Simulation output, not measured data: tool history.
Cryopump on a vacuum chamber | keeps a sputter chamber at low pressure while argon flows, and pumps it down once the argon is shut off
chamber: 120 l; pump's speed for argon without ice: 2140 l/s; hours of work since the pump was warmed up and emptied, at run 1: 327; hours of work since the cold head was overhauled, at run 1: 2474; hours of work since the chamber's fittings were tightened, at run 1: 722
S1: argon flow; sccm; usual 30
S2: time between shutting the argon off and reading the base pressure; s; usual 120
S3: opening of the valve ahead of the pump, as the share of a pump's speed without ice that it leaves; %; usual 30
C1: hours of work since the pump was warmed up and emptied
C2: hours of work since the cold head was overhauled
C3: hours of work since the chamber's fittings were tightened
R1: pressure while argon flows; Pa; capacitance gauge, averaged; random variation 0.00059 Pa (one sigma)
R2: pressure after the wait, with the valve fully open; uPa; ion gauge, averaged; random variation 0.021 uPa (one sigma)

run,day,S1,S2,S3,C1,C2,C3,R1,R2
1,0,30,120,30,327,2474,722,0.0817,1.36
2,2.217,30,120,30,374,2521,769,0.0829,1.37
3,4.275,30,120,17,418,2564,813,0.1453,1.44
4,7.471,30,120,17,485,2632,880,0.1455,1.55
5,9.396,30,120,17,526,2672,921,0.1455,1.67
6,11.758,30,120,30,576,2722,971,0.085,1.79
7,14.933,30,120,30,643,2789,1038,0.0864,1.94
8,17.467,30,120,30,697,2843,1091,0.086,2.03
9,20.367,30,120,30,758,2904,1153,0.0882,2.19
10,22.458,30,120,29,802,2948,1197,0.0917,2.3
11,25.621,30,70,30,869,3015,1264,0.0893,2.69
12,27.925,30,70,30,917,3064,1312,0.0906,2.85
13,31.058,30,70,45,984,3130,1379,0.0655,3.04
14,32.562,30,70,45,1016,3162,1410,0.0664,3.05
# day 33.417: leaking fittings of the chamber tightened, without venting
# day 35.179: pump warmed up, emptied and cooled again
15,36.038,30,58,30,18,3229,51,0.0805,0.87
16,38.054,30,120,30,61,3272,94,0.0805,0.59
17,40.171,44,195,37,105,3317,138,0.0972,0.48
18,43.562,41,150,49,177,3388,210,0.0699,0.72
19,46.004,41,150,49,229,3440,262,0.0709,0.75
20,48.929,15,34,30,291,3502,323,0.0418,1.74
21,50.967,20,94,20,334,3545,366,0.0817,1.08
22,52.8,28,174,24,372,3584,405,0.0958,0.95
23,55.775,28,174,24,435,3646,468,0.0975,1.04
24,57.488,24,234,43,471,3683,504,0.0484,1.06
25,59.392,24,234,43,512,3723,545,0.0483,1.11
26,61.121,55,120,21,548,3759,581,0.218,1.33
27,64.296,14,135,51,615,3826,648,0.0243,1.42
28,65.983,20,190,36,651,3862,684,0.0497,1.41
29,69.417,20,190,36,723,3935,756,0.0495,1.58
30,71.396,36,32,24,765,3976,798,0.1302,2.63
31,73.325,30,215,24,806,4017,839,0.1097,1.73

Forecast each of these 4 alternatives for the next run:
A,74.938,30,120,35,840,4051,873,?,?
B,74.938,30,147,59,840,4051,873,?,?
C,74.938,17,29,28,840,4051,873,?,?
D,74.938,13,61,30,840,4051,873,?,?

run,R1,R2
A,0.0796,1.94
B,0.0505,1.86
C,0.053,2.93
D,0.0384,2.29
Without the tool's hidden state the same runs would have given:
run,R1,R2
A,0.0689,0.43
B,0.0399,0.38
C,0.047,1.4
D,0.0338,0.77
